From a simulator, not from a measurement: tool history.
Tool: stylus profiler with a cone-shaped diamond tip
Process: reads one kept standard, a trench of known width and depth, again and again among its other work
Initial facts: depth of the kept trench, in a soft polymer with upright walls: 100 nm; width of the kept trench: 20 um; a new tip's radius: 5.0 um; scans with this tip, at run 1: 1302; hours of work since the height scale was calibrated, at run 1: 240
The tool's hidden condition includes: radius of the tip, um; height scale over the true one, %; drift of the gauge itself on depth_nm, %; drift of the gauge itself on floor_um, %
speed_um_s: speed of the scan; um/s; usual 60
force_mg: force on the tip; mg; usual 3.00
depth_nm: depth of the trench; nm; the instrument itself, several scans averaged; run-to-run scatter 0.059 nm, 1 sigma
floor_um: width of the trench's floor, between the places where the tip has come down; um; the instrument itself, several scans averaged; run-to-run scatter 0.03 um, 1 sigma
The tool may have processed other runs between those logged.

run,hour,speed_um_s,force_mg,scans with this tip,hours of work since the height scale was calibrated,depth_nm,floor_um
1,0.0,60,3.00,1302,240,101.24,17.67
2,38.3,60,3.00,1405,260,101.23,17.68
3,84.2,60,1.63,1529,282,100.99,17.59
4,160.6,60,1.63,1735,320,100.82,17.56
5,199.2,60,1.24,1839,340,100.83,17.48
6,243.2,60,8.75,1958,362,102.63,17.76
7,315.6,60,8.75,2153,398,102.67,17.71
8,382.8,60,8.75,2334,431,102.70,17.71
9,420.7,60,8.75,2436,450,102.59,17.69
10,483.5,60,8.75,2605,481,102.58,17.66
11,563.7,60,4.03,2822,521,101.70,17.63
12,610.0,60,4.03,2946,544,101.64,17.57
13,642.6,60,4.03,3034,560,101.65,17.58
14,693.9,60,8.32,3173,586,102.62,17.65
15,763.5,60,8.32,3360,620,102.55,17.61
16,841.7,60,3.00,3571,659,101.46,17.52
17,917.4,60,3.00,3775,697,101.49,17.50
# hour 922.5: height scale calibrated on a step standard
18,986.7,60,3.00,3960,32,101.62,17.50
19,1034.3,60,6.22,4089,56,102.29,17.56
20,1086.6,60,6.22,4230,82,102.37,17.51
# hour 1142.4: height scale calibrated on a step standard, once more
21,1152.9,24,3.00,4407,5,101.18,17.60
22,1211.7,24,3.00,4566,35,101.19,17.63
23,1253.0,174,3.00,4677,55,101.21,17.02
24,1299.3,128,3.62,4802,78,101.36,17.22
25,1344.0,53,3.10,4922,100,101.23,17.44
26,1409.0,20,5.94,5097,133,101.94,17.63
27,1484.1,22,4.50,5300,170,101.55,17.57
28,1536.4,69,7.88,5441,196,102.38,17.46
29,1581.3,212,7.92,5562,218,102.30,17.10
30,1632.9,58,3.00,5701,244,101.32,17.37
31,1669.7,58,3.00,5800,262,101.17,17.37
32,1743.2,58,3.00,5998,299,101.34,17.37
33,1809.6,58,3.00,6177,332,101.23,17.34
34,1864.8,31,2.10,6326,360,101.09,17.44
35,1919.9,47,8.90,6475,387,102.56,17.41
36,1992.0,16,1.54,6669,423,100.93,17.48
37,2031.8,16,1.54,6776,443,100.99,17.44
38,2065.5,23,4.43,6867,459,101.64,17.47
39,2122.5,23,4.43,7021,488,101.70,17.43
40,2189.8,29,2.71,7202,521,101.32,17.46
41,2266.6,29,2.71,7409,560,101.30,17.40
42,2318.8,145,6.17,7550,585,102.11,17.08
43,2356.6,145,6.17,7652,604,102.13,17.05
44,2393.7,145,6.17,7752,623,102.07,17.08
45,2463.7,145,6.17,7940,658,102.11,17.06
46,2541.2,217,1.70,8149,696,101.10,16.31

3 options for the next run, each taken on its own from the tool as it stands now. Forecast them:
A,2604.4,137,3.00,8320,728,?,?
B,2604.4,217,7.18,8320,728,?,?
C,2604.4,41,3.17,8320,728,?,?

run,depth_nm,floor_um
A,101.47,16.89
B,102.41,16.84
C,101.46,17.31
With the hidden condition removed and each run's random variation left untouched, the same runs would have given:
run,depth_nm,floor_um
A,101.19,17.47
B,102.12,17.42
C,101.18,17.88

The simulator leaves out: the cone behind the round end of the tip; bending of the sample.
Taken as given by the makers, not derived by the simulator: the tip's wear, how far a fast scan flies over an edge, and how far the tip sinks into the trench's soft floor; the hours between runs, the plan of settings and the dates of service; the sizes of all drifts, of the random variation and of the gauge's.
